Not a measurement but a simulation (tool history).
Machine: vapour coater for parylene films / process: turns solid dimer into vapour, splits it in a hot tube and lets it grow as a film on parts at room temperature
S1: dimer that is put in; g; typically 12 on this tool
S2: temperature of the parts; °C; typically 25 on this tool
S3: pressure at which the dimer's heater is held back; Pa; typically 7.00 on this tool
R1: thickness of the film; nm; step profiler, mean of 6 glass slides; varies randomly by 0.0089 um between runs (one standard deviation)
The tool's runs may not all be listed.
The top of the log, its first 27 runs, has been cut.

{"run": 28, "hour": 323.3, "S1": 6, "S2": 20, "S3": 9.74, "R1": 1261}
{"run": 29, "hour": 339.7, "S1": 7, "S2": 25, "S3": 7.0, "R1": 1406}
{"run": 30, "hour": 351.4, "S1": 22, "S2": 27, "S3": 3.26, "R1": 4588}
{"run": 31, "hour": 367.7, "S1": 15, "S2": 25, "S3": 11.37, "R1": 2852}
{"run": 32, "hour": 381.8, "S1": 16, "S2": 22, "S3": 5.77, "R1": 3418}
{"run": 33, "hour": 394.1, "S1": 18, "S2": 22, "S3": 6.44, "R1": 3804}
{"run": 34, "hour": 411.3, "S1": 10, "S2": 35, "S3": 9.66, "R1": 1659}
{"run": 35, "hour": 424.8, "S1": 10, "S2": 36, "S3": 9.66, "R1": 1623}
{"run": 36, "hour": 434.1, "S1": 8, "S2": 22, "S3": 3.61, "R1": 1782}
{"run": 37, "hour": 445.8, "S1": 8, "S2": 20, "S3": 7.38, "R1": 1718}
{"run": 38, "hour": 462.9, "S1": 8, "S2": 25, "S3": 10.2, "R1": 1531}

Predict each of these 4 candidate next runs independently; none follows another, all start after run 38:
{"run": "A", "hour": 478.8, "S1": 15, "S2": 32, "S3": 10.2, "R1": "?"}
{"run": "B", "hour": 478.8, "S1": 11, "S2": 36, "S3": 3.2, "R1": "?"}
{"run": "C", "hour": 478.8, "S1": 7, "S2": 26, "S3": 10.97, "R1": "?"}
{"run": "D", "hour": 478.8, "S1": 7, "S2": 25, "S3": 7.0, "R1": "?"}

run=A R1=2577
run=B R1=1970
run=C R1=1306
run=D R1=1391
Take away the tool's hidden state, keep each run's random variation, and the runs would have read:
run=A R1=2681
run=B R1=2051
run=C R1=1359
run=D R1=1448
